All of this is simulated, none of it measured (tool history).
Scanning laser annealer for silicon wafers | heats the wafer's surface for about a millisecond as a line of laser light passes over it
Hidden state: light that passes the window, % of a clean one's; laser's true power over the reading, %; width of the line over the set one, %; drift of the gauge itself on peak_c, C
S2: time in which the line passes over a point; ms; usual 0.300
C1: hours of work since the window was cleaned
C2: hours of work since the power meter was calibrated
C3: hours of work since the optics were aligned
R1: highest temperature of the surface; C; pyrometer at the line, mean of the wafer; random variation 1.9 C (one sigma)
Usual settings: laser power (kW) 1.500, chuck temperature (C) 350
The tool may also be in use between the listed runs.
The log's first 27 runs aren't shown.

{"run": 28, "hour": 806.7, "laser power (kW)": 1.543, "S2": 0.281, "chuck temperature (C)": 364, "C1": 676, "C2": 933, "C3": 711, "R1": 1097}
{"run": 29, "hour": 826.4, "laser power (kW)": 1.503, "S2": 0.361, "chuck temperature (C)": 363, "C1": 687, "C2": 944, "C3": 722, "R1": 1174}
{"run": 30, "hour": 854.9, "laser power (kW)": 1.503, "S2": 0.275, "chuck temperature (C)": 382, "C1": 703, "C2": 960, "C3": 738, "R1": 1084}
{"run": 31, "hour": 877.9, "laser power (kW)": 1.5, "S2": 0.256, "chuck temperature (C)": 353, "C1": 716, "C2": 973, "C3": 751, "R1": 1025}
{"run": 32, "hour": 916.0, "laser power (kW)": 1.514, "S2": 0.256, "chuck temperature (C)": 353, "C1": 737, "C2": 994, "C3": 773, "R1": 1037}
{"run": 33, "hour": 956.7, "laser power (kW)": 1.514, "S2": 0.256, "chuck temperature (C)": 353, "C1": 760, "C2": 1017, "C3": 795, "R1": 1035}
{"run": 34, "hour": 989.3, "laser power (kW)": 1.393, "S2": 0.256, "chuck temperature (C)": 383, "C1": 778, "C2": 1036, "C3": 814, "R1": 996}
{"run": 35, "hour": 1012.8, "laser power (kW)": 1.455, "S2": 0.213, "chuck temperature (C)": 349, "C1": 792, "C2": 1049, "C3": 827, "R1": 937}
{"run": 36, "hour": 1052.5, "laser power (kW)": 1.455, "S2": 0.213, "chuck temperature (C)": 349, "C1": 814, "C2": 1071, "C3": 849, "R1": 938}
{"run": 37, "hour": 1072.4, "laser power (kW)": 1.469, "S2": 0.359, "chuck temperature (C)": 350, "C1": 825, "C2": 1082, "C3": 860, "R1": 1138}
{"run": 38, "hour": 1112.5, "laser power (kW)": 1.469, "S2": 0.268, "chuck temperature (C)": 348, "C1": 847, "C2": 1104, "C3": 883, "R1": 1021}
{"hour": 1128.7, "done": "optics aligned, line set to its width"}
{"run": 39, "hour": 1146.2, "laser power (kW)": 1.523, "S2": 0.297, "chuck temperature (C)": 350, "C1": 864, "C2": 1121, "C3": 10, "R1": 1091}
{"run": 40, "hour": 1167.1, "laser power (kW)": 1.45, "S2": 0.312, "chuck temperature (C)": 350, "C1": 875, "C2": 1132, "C3": 22, "R1": 1068}
{"run": 41, "hour": 1199.3, "laser power (kW)": 1.332, "S2": 0.261, "chuck temperature (C)": 350, "C1": 893, "C2": 1150, "C3": 40, "R1": 938}

Forecast each of these 3 alternatives for the next run:
{"hour": 1223.4, "done": "window over the wafer cleaned"}
{"run": "A", "hour": 1242.4, "laser power (kW)": 1.5, "S2": 0.274, "chuck temperature (C)": 350, "C1": 11, "C2": 1173, "C3": 63, "R1": "?"}
{"hour": 1223.4, "done": "window over the wafer cleaned"}
{"run": "B", "hour": 1242.4, "laser power (kW)": 1.332, "S2": 0.261, "chuck temperature (C)": 334, "C1": 11, "C2": 1173, "C3": 63, "R1": "?"}
{"hour": 1223.4, "done": "window over the wafer cleaned"}
{"run": "C", "hour": 1242.4, "laser power (kW)": 1.332, "S2": 0.316, "chuck temperature (C)": 342, "C1": 11, "C2": 1173, "C3": 63, "R1": "?"}

run=A R1=1051
run=B R1=924
run=C R1=998
Without the tool's hidden state the same runs would have given:
run=A R1=1051
run=B R1=924
run=C R1=998

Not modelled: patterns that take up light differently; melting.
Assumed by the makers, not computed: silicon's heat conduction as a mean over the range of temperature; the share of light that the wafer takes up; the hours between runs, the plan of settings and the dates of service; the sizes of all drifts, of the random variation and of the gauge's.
